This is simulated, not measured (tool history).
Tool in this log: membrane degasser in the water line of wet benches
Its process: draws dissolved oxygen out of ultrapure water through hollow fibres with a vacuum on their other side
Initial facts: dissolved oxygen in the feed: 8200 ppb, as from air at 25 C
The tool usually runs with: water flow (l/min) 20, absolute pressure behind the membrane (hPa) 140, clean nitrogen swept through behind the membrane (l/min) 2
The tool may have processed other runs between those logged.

run   hour  water flow (l/min)  absolute pressure behind the membrane (hPa)  clean nitrogen swept through behind the membrane (l/min)  dissolved oxygen in the water behind the degasser (ppb)  pressure that the water loses in the fibres (hPa)
  1      0                  20                                          140                                                         2                                                    251.9                                                548
  2     59                  20                                          140                                                         2                                                    251.8                                              548.3
  3  136.1                  20                                          140                                                         2                                                    251.5                                              548.6
  4  171.8                  20                                          140                                                         2                                                    251.7                                              550.3
  5    230                  20                                          140                                                      2.05                                                    246.4                                              549.7
  6  313.8                  20                                          140                                                      2.05                                                    245.8                                              551.6
  7  399.1                  20                                          152                                                      1.55                                                    349.9                                              553.9
  8  475.1                  28                                          152                                                      2.72                                                    300.4                                              776.3
  9  510.4                  28                                          152                                                      2.72                                                    299.6                                              776.1
 10  550.1                  28                                          152                                                      2.72                                                    300.4                                                774
 11  594.5                  16                                          345                                                      2.72                                                    426.3                                              442.2
 12  633.9                  20                                          151                                                      5.88                                                    101.8                                              552.4

Some steps in pressure that the water loses in the fibres (hPa) between neighbouring runs. How much of each would the tool show without its hidden state too (settings, what came in, random variation), and how much is left for the hidden state, with any gauge scatter that isn't in both results?
Hidden state at play: membrane still open, %; true pressure behind the membrane over the reading, kPa; air that leaks in behind the membrane, l/min; drift of the gauge itself on oxygen_ppb, %; drift of the gauge itself on loss_of_pressure_kpa, %.
Run 10 -> 11: water flow (l/min) 28 -> 16, absolute pressure behind the membrane (hPa) 152 -> 345. pressure that the water loses in the fibres (hPa) -331.8: hidden state -2.5, all else -329.3.

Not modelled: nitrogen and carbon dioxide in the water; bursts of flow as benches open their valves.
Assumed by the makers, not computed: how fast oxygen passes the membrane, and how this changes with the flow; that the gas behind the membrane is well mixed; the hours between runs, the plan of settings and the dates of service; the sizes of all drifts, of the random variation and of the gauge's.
